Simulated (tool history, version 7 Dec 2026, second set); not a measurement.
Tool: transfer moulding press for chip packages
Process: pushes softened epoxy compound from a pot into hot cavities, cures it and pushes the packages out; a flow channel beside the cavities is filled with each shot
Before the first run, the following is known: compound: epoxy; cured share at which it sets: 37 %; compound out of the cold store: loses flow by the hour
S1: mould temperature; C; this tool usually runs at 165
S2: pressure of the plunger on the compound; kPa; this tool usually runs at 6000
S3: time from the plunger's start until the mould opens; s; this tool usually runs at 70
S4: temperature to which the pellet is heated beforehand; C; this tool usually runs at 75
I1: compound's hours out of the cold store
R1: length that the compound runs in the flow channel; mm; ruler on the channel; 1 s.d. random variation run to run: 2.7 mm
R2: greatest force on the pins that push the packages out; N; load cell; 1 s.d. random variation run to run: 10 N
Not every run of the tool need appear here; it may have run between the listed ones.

{"run": 1, "hour": 0.0, "S1": 165, "S2": 6000, "S3": 70, "S4": 75, "I1": 23.0, "R1": 496, "R2": 779}
{"hour": 3.5, "done": "cavities cleaned with cleaning compound and waxed"}
{"run": 2, "hour": 20.9, "S1": 165, "S2": 6000, "S3": 70, "S4": 75, "I1": 12.7, "R1": 521, "R2": 716}
{"run": 3, "hour": 31.0, "S1": 165, "S2": 6000, "S3": 70, "S4": 75, "I1": 42.1, "R1": 437, "R2": 660}
{"run": 4, "hour": 50.6, "S1": 158, "S2": 6000, "S3": 70, "S4": 75, "I1": 37.9, "R1": 459, "R2": 1217}
{"hour": 60.7, "done": "cavities cleaned with cleaning compound and waxed"}
{"run": 5, "hour": 69.7, "S1": 158, "S2": 6000, "S3": 70, "S4": 75, "I1": 37.1, "R1": 460, "R2": 942}
{"run": 6, "hour": 84.1, "S1": 158, "S2": 6000, "S3": 70, "S4": 75, "I1": 18.8, "R1": 513, "R2": 1200}
{"run": 7, "hour": 102.4, "S1": 158, "S2": 6000, "S3": 70, "S4": 75, "I1": 42.5, "R1": 434, "R2": 1147}
{"hour": 117.8, "done": "cavities cleaned with cleaning compound and waxed"}
{"run": 8, "hour": 120.8, "S1": 158, "S2": 6000, "S3": 70, "S4": 75, "I1": 31.4, "R1": 467, "R2": 864}
{"hour": 131.6, "done": "plunger's sealing rings changed"}
{"run": 9, "hour": 138.9, "S1": 158, "S2": 6000, "S3": 70, "S4": 75, "I1": 16.8, "R1": 545, "R2": 1122}
{"run": 10, "hour": 158.0, "S1": 165, "S2": 6690, "S3": 70, "S4": 75, "I1": 11.1, "R1": 579, "R2": 787}
{"hour": 176.4, "done": "cavities cleaned with cleaning compound and waxed"}
{"run": 11, "hour": 177.2, "S1": 165, "S2": 6000, "S3": 100, "S4": 75, "I1": 22.4, "R1": 506, "R2": 346}
{"run": 12, "hour": 190.1, "S1": 165, "S2": 6000, "S3": 98, "S4": 75, "I1": 36.9, "R1": 466, "R2": 440}
{"run": 13, "hour": 199.7, "S1": 165, "S2": 6000, "S3": 70, "S4": 75, "I1": 43.6, "R1": 446, "R2": 654}
{"run": 14, "hour": 215.8, "S1": 165, "S2": 6000, "S3": 59, "S4": 75, "I1": 27.3, "R1": 490, "R2": 1200}
{"run": 15, "hour": 228.9, "S1": 163, "S2": 7500, "S3": 100, "S4": 75, "I1": 11.2, "R1": 605, "R2": 530}
{"hour": 234.5, "done": "cavities cleaned with cleaning compound and waxed"}
{"run": 16, "hour": 249.3, "S1": 163, "S2": 7010, "S3": 55, "S4": 65, "I1": 27.2, "R1": 529, "R2": 1508}
{"run": 17, "hour": 266.9, "S1": 163, "S2": 7010, "S3": 55, "S4": 65, "I1": 30.3, "R1": 520, "R2": 1680}
{"run": 18, "hour": 283.6, "S1": 160, "S2": 6330, "S3": 70, "S4": 78, "I1": 39.6, "R1": 466, "R2": 976}
{"hour": 291.2, "done": "cavities cleaned with cleaning compound and waxed"}
{"run": 19, "hour": 301.3, "S1": 160, "S2": 6330, "S3": 70, "S4": 78, "I1": 35.2, "R1": 478, "R2": 797}
{"run": 20, "hour": 313.9, "S1": 160, "S2": 6330, "S3": 70, "S4": 78, "I1": 29.1, "R1": 482, "R2": 921}
{"run": 21, "hour": 323.4, "S1": 165, "S2": 7020, "S3": 89, "S4": 75, "I1": 22.7, "R1": 523, "R2": 531}
{"run": 22, "hour": 344.2, "S1": 165, "S2": 6000, "S3": 77, "S4": 83, "I1": 19.9, "R1": 495, "R2": 618}
{"hour": 347.9, "done": "cavities cleaned with cleaning compound and waxed"}
{"run": 23, "hour": 363.3, "S1": 160, "S2": 6000, "S3": 70, "S4": 75, "I1": 36.7, "R1": 451, "R2": 846}
{"run": 24, "hour": 374.6, "S1": 165, "S2": 6000, "S3": 89, "S4": 75, "I1": 23.3, "R1": 481, "R2": 501}
{"hour": 378.0, "done": "plunger's sealing rings changed"}
{"run": 25, "hour": 393.1, "S1": 167, "S2": 6000, "S3": 89, "S4": 74, "I1": 13.3, "R1": 541, "R2": 537}
{"hour": 407.1, "done": "cavities cleaned with cleaning compound and waxed"}
{"run": 26, "hour": 414.7, "S1": 162, "S2": 4710, "S3": 92, "S4": 82, "I1": 47.9, "R1": 391, "R2": 425}
{"run": 27, "hour": 430.3, "S1": 168, "S2": 4620, "S3": 92, "S4": 81, "I1": 42.8, "R1": 388, "R2": 470}
{"run": 28, "hour": 441.6, "S1": 168, "S2": 4620, "S3": 92, "S4": 81, "I1": 41.3, "R1": 394, "R2": 465}

Below are 4 alternative next runs, each starting from the tool's condition after run 28. Predict each:
{"run": "A", "hour": 457.3, "S1": 165, "S2": 6010, "S3": 70, "S4": 78, "I1": 41.0, "R1": "?", "R2": "?"}
{"run": "B", "hour": 457.3, "S1": 165, "S2": 6110, "S3": 92, "S4": 81, "I1": 27.8, "R1": "?", "R2": "?"}
{"run": "C", "hour": 457.3, "S1": 166, "S2": 4620, "S3": 56, "S4": 81, "I1": 13.9, "R1": "?", "R2": "?"}
{"run": "D", "hour": 457.3, "S1": 168, "S2": 4620, "S3": 92, "S4": 67, "I1": 21.0, "R1": "?", "R2": "?"}

run=A R1=449 R2=699
run=B R1=491 R2=544
run=C R1=460 R2=1285
run=D R1=440 R2=522
Without the tool's hidden state the same runs would have given:
run=A R1=462 R2=462
run=B R1=505 R2=346
run=C R1=473 R2=862
run=D R1=453 R2=330
